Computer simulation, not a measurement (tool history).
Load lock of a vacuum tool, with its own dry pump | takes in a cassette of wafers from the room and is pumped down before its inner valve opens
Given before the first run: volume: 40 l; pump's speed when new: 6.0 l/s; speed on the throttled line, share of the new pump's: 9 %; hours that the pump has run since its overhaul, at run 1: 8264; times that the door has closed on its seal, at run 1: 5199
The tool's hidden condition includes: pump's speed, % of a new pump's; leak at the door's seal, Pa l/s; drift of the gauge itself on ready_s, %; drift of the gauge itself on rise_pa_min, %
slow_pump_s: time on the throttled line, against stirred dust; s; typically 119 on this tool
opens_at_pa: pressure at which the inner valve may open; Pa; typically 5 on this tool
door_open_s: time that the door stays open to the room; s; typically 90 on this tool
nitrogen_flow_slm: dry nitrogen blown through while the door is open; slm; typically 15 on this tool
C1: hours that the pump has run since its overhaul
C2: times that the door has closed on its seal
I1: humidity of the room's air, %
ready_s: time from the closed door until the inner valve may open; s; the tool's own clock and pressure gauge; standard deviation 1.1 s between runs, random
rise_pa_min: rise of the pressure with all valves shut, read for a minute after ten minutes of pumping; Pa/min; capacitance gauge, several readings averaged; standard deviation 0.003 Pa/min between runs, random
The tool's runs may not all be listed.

Run 1, day 0.000: usual settings; C1 8264; C2 5199; I1 45.6. Result: ready_s 183.0 s, rise_pa_min 0.049 Pa/min.
Run 2, day 29.642: usual settings; C1 8975; C2 8556; I1 46.1. Result: ready_s 184.8 s, rise_pa_min 0.072 Pa/min.
Run 3, day 58.812: usual settings; C1 9675; C2 11859; I1 45.0. Result: ready_s 187.1 s, rise_pa_min 0.096 Pa/min.
Run 4, day 71.825: usual settings but nitrogen_flow_slm 8 slm; C1 9988; C2 13333; I1 48.3. Result: ready_s 188.3 s, rise_pa_min 0.106 Pa/min.
Run 5, day 101.454: usual settings but opens_at_pa 9 Pa; C1 10699; C2 16688; I1 43.0. Result: ready_s 183.3 s, rise_pa_min 0.142 Pa/min.
Run 6, day 123.862: usual settings but slow_pump_s 74 s, opens_at_pa 9 Pa; C1 11237; C2 19226; I1 42.8. Result: ready_s 144.4 s, rise_pa_min 0.174 Pa/min.
At day 138.925: door's seal changed, seat wiped.
Run 7, day 150.000: usual settings but slow_pump_s 74 s, opens_at_pa 9 Pa; C1 11862; C2 1254; I1 44.3. Result: ready_s 146.6 s, rise_pa_min 0.019 Pa/min.
Run 8, day 166.304: usual settings but slow_pump_s 74 s, opens_at_pa 9 Pa; C1 12254; C2 3100; I1 46.0. Result: ready_s 146.2 s, rise_pa_min 0.034 Pa/min.
Run 9, day 195.812: usual settings but slow_pump_s 74 s, opens_at_pa 9 Pa; C1 12962; C2 6442; I1 42.8. Result: ready_s 146.3 s, rise_pa_min 0.039 Pa/min.
At day 208.192: dry pump taken out, an overhauled one fitted.
Run 10, day 220.321: usual settings but opens_at_pa 9 Pa; C1 291; C2 9189; I1 46.0. Result: ready_s 170.3 s, rise_pa_min 0.063 Pa/min.
Run 11, day 248.612: usual settings but opens_at_pa 9 Pa; C1 970; C2 12393; I1 44.0. Result: ready_s 173.8 s, rise_pa_min 0.088 Pa/min.
Run 12, day 261.050: usual settings; C1 1269; C2 13802; I1 47.0. Result: ready_s 175.1 s, rise_pa_min 0.098 Pa/min.
Run 13, day 280.921: usual settings but slow_pump_s 95 s; C1 1745; C2 16052; I1 43.2. Result: ready_s 153.7 s, rise_pa_min 0.123 Pa/min.
Run 14, day 307.008: usual settings but door_open_s 194 s; C1 2372; C2 19007; I1 48.0. Result: ready_s 178.4 s, rise_pa_min 0.165 Pa/min.
At day 322.800: door's seal changed, seat wiped.
Run 15, day 323.129: usual settings; C1 2757; C2 37; I1 43.2. Result: ready_s 178.1 s, rise_pa_min 0.014 Pa/min.
Run 16, day 338.475: usual settings but slow_pump_s 75 s, door_open_s 35 s; C1 3125; C2 1775; I1 43.1. Result: ready_s 139.8 s, rise_pa_min 0.014 Pa/min.
Run 17, day 361.846: usual settings but slow_pump_s 75 s, opens_at_pa 6 Pa, door_open_s 77 s; C1 3686; C2 4422; I1 45.7. Result: ready_s 139.5 s, rise_pa_min 0.028 Pa/min.
Run 18, day 376.912: usual settings but slow_pump_s 66 s, door_open_s 91 s, nitrogen_flow_slm 5 slm; C1 4048; C2 6128; I1 45.2. Result: ready_s 132.1 s, rise_pa_min 0.052 Pa/min.
Run 19, day 395.450: usual settings but slow_pump_s 167 s, nitrogen_flow_slm 37 slm; C1 4493; C2 8227; I1 43.9. Result: ready_s 221.7 s, rise_pa_min 0.048 Pa/min.
Run 20, day 422.150: usual settings but door_open_s 33 s; C1 5133; C2 11251; I1 44.8. Result: ready_s 181.1 s, rise_pa_min 0.077 Pa/min.
Run 21, day 437.062: usual settings but opens_at_pa 6 Pa; C1 5491; C2 12940; I1 44.8. Result: ready_s 179.7 s, rise_pa_min 0.097 Pa/min.
Run 22, day 465.338: usual settings but opens_at_pa 6 Pa; C1 6170; C2 16142; I1 44.8. Result: ready_s 182.3 s, rise_pa_min 0.132 Pa/min.
Run 23, day 481.075: usual settings but slow_pump_s 83 s, opens_at_pa 6 Pa, door_open_s 29 s, nitrogen_flow_slm 37 slm; C1 6548; C2 17924; I1 47.3. Result: ready_s 149.5 s, rise_pa_min 0.135 Pa/min.
At day 507.675: door's seal changed, seat wiped.
Run 24, day 507.892: usual settings but door_open_s 29 s, nitrogen_flow_slm 37 slm; C1 7190; C2 24; I1 45.8. Result: ready_s 184.7 s, rise_pa_min 0.006 Pa/min.
Run 25, day 532.975: usual settings but door_open_s 29 s, nitrogen_flow_slm 37 slm; C1 7792; C2 2865; I1 41.8. Result: ready_s 186.0 s, rise_pa_min 0.008 Pa/min.
Run 26, day 558.817: usual settings but opens_at_pa 10 Pa, door_open_s 161 s; C1 8412; C2 5791; I1 43.5. Result: ready_s 181.1 s, rise_pa_min 0.053 Pa/min.
Run 27, day 588.033: usual settings but opens_at_pa 10 Pa, door_open_s 161 s; C1 9113; C2 9100; I1 45.2. Result: ready_s 179.3 s, rise_pa_min 0.070 Pa/min.
Run 28, day 616.992: usual settings but slow_pump_s 196 s, nitrogen_flow_slm 17 slm; C1 9808; C2 12379; I1 43.0. Result: ready_s 257.3 s, rise_pa_min 0.094 Pa/min.
Run 29, day 641.371: usual settings but slow_pump_s 111 s; C1 10393; C2 15140; I1 45.8. Result: ready_s 181.8 s, rise_pa_min 0.120 Pa/min.
Run 30, day 653.812: usual settings but slow_pump_s 111 s, opens_at_pa 8 Pa, door_open_s 37 s; C1 10692; C2 16549; I1 44.5. Result: ready_s 176.7 s, rise_pa_min 0.131 Pa/min.

Predict each of these 3 candidate next runs independently; none follows another, all start after run 30:
Run A, day 668.029: usual settings but slow_pump_s 111 s, opens_at_pa 8 Pa, door_open_s 37 s, nitrogen_flow_slm 22 slm; C1 11033; C2 18159; I1 45.6. Result: ready_s ?, rise_pa_min ?.
Run B, day 668.029: usual settings but slow_pump_s 111 s, door_open_s 37 s; C1 11033; C2 18159; I1 45.2. Result: ready_s ?, rise_pa_min ?.
Run C, day 668.029: usual settings but slow_pump_s 84 s; C1 11033; C2 18159; I1 49.4. Result: ready_s ?, rise_pa_min ?.

run  ready_s  rise_pa_min
  A    178.1        0.143
  B    181.0        0.152
  C    159.0        0.155
Take away the tool's hidden state, keep each run's random variation, and the runs would have read:
run  ready_s  rise_pa_min
  A    164.0        0.006
  B    166.2        0.014
  C    143.4        0.018
